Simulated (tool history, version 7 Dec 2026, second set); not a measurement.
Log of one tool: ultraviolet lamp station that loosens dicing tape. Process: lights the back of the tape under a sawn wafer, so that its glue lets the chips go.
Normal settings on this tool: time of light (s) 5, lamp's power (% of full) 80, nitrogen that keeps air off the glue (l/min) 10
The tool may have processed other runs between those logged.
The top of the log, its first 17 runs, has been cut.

run   hour  time of light (s)  lamp's power (% of full)  nitrogen that keeps air off the glue (l/min)  force that peels the tape off (N)  light that reached the tape (mJ/cm²)
 18    462                  2                        77                                             7                              4.641                                   138
 19  495.7                  2                        82                                             7                              4.302                                   145
 20  532.5                  2                        82                                             7                              4.268                                   143
 21  560.5                  8                        90                                            12                              0.202                                   639
 22  593.3                  6                        80                                             4                              1.308                                   426
 23  625.9                  5                        80                                             4                              1.899                                   349
 24  655.6                  5                        80                                             4                              1.785                                   346
 25  673.2                  5                        80                                             4                              1.919                                   346
 26    697                  4                        67                                            15                              1.905                                   227
 27  713.2                  4                        74                                             7                              2.362                                   255
 28  748.3                  4                        74                                             7                              2.338                                   250
 29  767.1                  7                        74                                            20                              0.424                                   436
 30  787.3                  7                        80                                            10                              0.517                                   467
 31  818.8                  2                        86                                             7                              4.547                                   142
 32  844.7                  2                        81                                             7                              4.545                                   133
 33  862.9                  5                        86                                            10                               1.08                                   350
 34  891.4                  5                        86                                            10                              1.057                                   355

5 ways to go on from here, each from the tool as it stands after run 34. What would each give?
  A  907.5                  5                        98                                             4                                  ?                                     ?
  B  907.5                  4                        77                                            11                                  ?                                     ?
  C  907.5                  5                        80                                            18                                  ?                                     ?
  D  907.5                  4                        86                                             5                                  ?                                     ?
  E  907.5                  5                        90                                            10                                  ?                                     ?

run  force that peels the tape off (N)  light that reached the tape (mJ/cm²)
  A                              1.438                                   403
  B                              1.867                                   253
  C                              0.929                                   326
  D                              2.256                                   278
  E                              0.974                                   373
With no hidden state in the tool, these same runs would have given:
run  force that peels the tape off (N)  light that reached the tape (mJ/cm²)
  A                              0.854                                   516
  B                              1.189                                   324
  C                              0.501                                   417
  D                              1.507                                   356
  E                              0.529                                   477

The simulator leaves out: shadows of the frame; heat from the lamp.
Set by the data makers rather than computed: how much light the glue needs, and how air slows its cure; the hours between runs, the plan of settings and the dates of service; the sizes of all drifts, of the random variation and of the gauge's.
